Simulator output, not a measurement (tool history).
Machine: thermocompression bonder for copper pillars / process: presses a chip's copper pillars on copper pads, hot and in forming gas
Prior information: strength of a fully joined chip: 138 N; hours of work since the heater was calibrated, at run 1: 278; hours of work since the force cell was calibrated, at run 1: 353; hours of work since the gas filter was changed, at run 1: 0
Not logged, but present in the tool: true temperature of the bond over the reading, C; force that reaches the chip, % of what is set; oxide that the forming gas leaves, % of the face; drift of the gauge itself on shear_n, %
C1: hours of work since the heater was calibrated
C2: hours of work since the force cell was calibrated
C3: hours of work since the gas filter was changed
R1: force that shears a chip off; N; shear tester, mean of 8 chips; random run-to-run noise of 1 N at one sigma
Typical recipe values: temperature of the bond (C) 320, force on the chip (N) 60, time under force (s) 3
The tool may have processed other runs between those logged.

Run 1, hour 0: usual settings; C1 278; C2 353; C3 0. Result: R1 88.4 N.
Run 2, hour 68: usual settings; C1 313; C2 388; C3 35. Result: R1 86.8 N.
Run 3, hour 112: usual settings but temperature of the bond (C) 349; C1 336; C2 411; C3 58. Result: R1 107.4 N.
Run 4, hour 173.2: usual settings but temperature of the bond (C) 349; C1 367; C2 443; C3 89. Result: R1 105.3 N.
Run 5, hour 230: usual settings but force on the chip (N) 39; C1 396; C2 472; C3 118. Result: R1 69.3 N.
Run 6, hour 276.1: usual settings but temperature of the bond (C) 327, force on the chip (N) 39; C1 420; C2 495; C3 142. Result: R1 73.2 N.
At hour 344.6: forming gas filter changed.
Run 7, hour 354.7: usual settings; C1 460; C2 536; C3 5. Result: R1 87.6 N.
Run 8, hour 409.7: usual settings but temperature of the bond (C) 340; C1 489; C2 564; C3 33. Result: R1 99.9 N.
Run 9, hour 453.8: usual settings but temperature of the bond (C) 340; C1 511; C2 587; C3 56. Result: R1 99.5 N.
Run 10, hour 518.4: usual settings but temperature of the bond (C) 340; C1 545; C2 620; C3 89. Result: R1 98.7 N.
Run 11, hour 593.8: usual settings but temperature of the bond (C) 340; C1 583; C2 659; C3 128. Result: R1 96.9 N.
Run 12, hour 669.2: usual settings but temperature of the bond (C) 340; C1 622; C2 697; C3 167. Result: R1 95.8 N.
At hour 688.3: forming gas filter changed.
Run 13, hour 747.6: usual settings but temperature of the bond (C) 340; C1 662; C2 737; C3 30. Result: R1 99.4 N.
Run 14, hour 808.8: usual settings but temperature of the bond (C) 340; C1 694; C2 769; C3 62. Result: R1 99.1 N.
Run 15, hour 891.5: usual settings but temperature of the bond (C) 340, time under force (s) 8; C1 736; C2 812; C3 105. Result: R1 118.8 N.
Run 16, hour 963.8: usual settings but temperature of the bond (C) 340, time under force (s) 8; C1 773; C2 849; C3 142. Result: R1 118.1 N.
At hour 1030.7: forming gas filter changed.
Run 17, hour 1050.9: usual settings but temperature of the bond (C) 340, force on the chip (N) 76, time under force (s) 8; C1 818; C2 893; C3 10. Result: R1 127.3 N.
Run 18, hour 1118.7: usual settings but temperature of the bond (C) 340, force on the chip (N) 40, time under force (s) 2; C1 853; C2 928; C3 45. Result: R1 73.1 N.
Run 19, hour 1191.1: usual settings but temperature of the bond (C) 302, force on the chip (N) 63; C1 890; C2 965; C3 82. Result: R1 71.3 N.
Run 20, hour 1276.2: usual settings but temperature of the bond (C) 323, force on the chip (N) 38; C1 934; C2 1009; C3 126. Result: R1 66.1 N.
Run 21, hour 1330.3: usual settings but force on the chip (N) 65; C1 962; C2 1037; C3 154. Result: R1 86.4 N.
At hour 1375.6: forming gas filter changed.
Run 22, hour 1387.6: usual settings but force on the chip (N) 54; C1 991; C2 1066; C3 6. Result: R1 79.5 N.
Run 23, hour 1426.7: usual settings but temperature of the bond (C) 290, force on the chip (N) 79; C1 1011; C2 1086; C3 26. Result: R1 71.1 N.
At hour 1439.1: force cell calibrated.
Run 24, hour 1470.3: usual settings but time under force (s) 8; C1 1033; C2 16; C3 48. Result: R1 104.5 N.
Run 25, hour 1547.5: usual settings but temperature of the bond (C) 323, force on the chip (N) 39, time under force (s) 8; C1 1072; C2 56; C3 88. Result: R1 88.4 N.
Run 26, hour 1582.3: usual settings but temperature of the bond (C) 323, force on the chip (N) 39, time under force (s) 8; C1 1090; C2 74; C3 106. Result: R1 87.6 N.
Run 27, hour 1637.1: usual settings but temperature of the bond (C) 323, force on the chip (N) 39, time under force (s) 8; C1 1118; C2 102; C3 134. Result: R1 87.8 N.
Run 28, hour 1706.1: usual settings but temperature of the bond (C) 337, force on the chip (N) 54, time under force (s) 8; C1 1154; C2 137; C3 169. Result: R1 110.5 N.
At hour 1719.4: forming gas filter changed.
At hour 1772.5: heater calibrated with a thermocouple chip.
Run 29, hour 1782.6: usual settings but temperature of the bond (C) 337, force on the chip (N) 54, time under force (s) 8; C1 5; C2 175; C3 32. Result: R1 119.2 N.
Run 30, hour 1823.1: usual settings but temperature of the bond (C) 304, force on the chip (N) 54, time under force (s) 2; C1 26; C2 196; C3 52. Result: R1 64 N.
Run 31, hour 1868.8: usual settings but temperature of the bond (C) 298, force on the chip (N) 54, time under force (s) 2; C1 50; C2 220; C3 76. Result: R1 59.8 N.
Run 32, hour 1911.3: usual settings but temperature of the bond (C) 298, force on the chip (N) 54, time under force (s) 2; C1 71; C2 242; C3 98. Result: R1 59.3 N.
Run 33, hour 1967.8: usual settings but temperature of the bond (C) 323, force on the chip (N) 61, time under force (s) 5; C1 100; C2 271; C3 127. Result: R1 101.4 N.

5 ways to go on from here, each from the tool as it stands after run 33. What would each give?
Run A, hour 2014.2: usual settings but temperature of the bond (C) 322, force on the chip (N) 49, time under force (s) 2; C1 124; C2 295; C3 151. Result: R1 ?.
Run B, hour 2014.2: usual settings but temperature of the bond (C) 302, force on the chip (N) 52, time under force (s) 5; C1 124; C2 295; C3 151. Result: R1 ?.
Run C, hour 2014.2: usual settings but temperature of the bond (C) 324, force on the chip (N) 42, time under force (s) 6; C1 124; C2 295; C3 151. Result: R1 ?.
Run D, hour 2014.2: usual settings but temperature of the bond (C) 323, force on the chip (N) 61, time under force (s) 6; C1 124; C2 295; C3 151. Result: R1 ?.
Run E, hour 2014.2: usual settings but temperature of the bond (C) 341, force on the chip (N) 61, time under force (s) 5; C1 124; C2 295; C3 151. Result: R1 ?.

run     R1
  A   70.7
  B   82.1
  C     93
  D  105.9
  E  114.1
With no hidden state in the tool, these same runs would have given:
run     R1
  A     72
  B   83.8
  C   94.9
  D  108.1
  E  116.5

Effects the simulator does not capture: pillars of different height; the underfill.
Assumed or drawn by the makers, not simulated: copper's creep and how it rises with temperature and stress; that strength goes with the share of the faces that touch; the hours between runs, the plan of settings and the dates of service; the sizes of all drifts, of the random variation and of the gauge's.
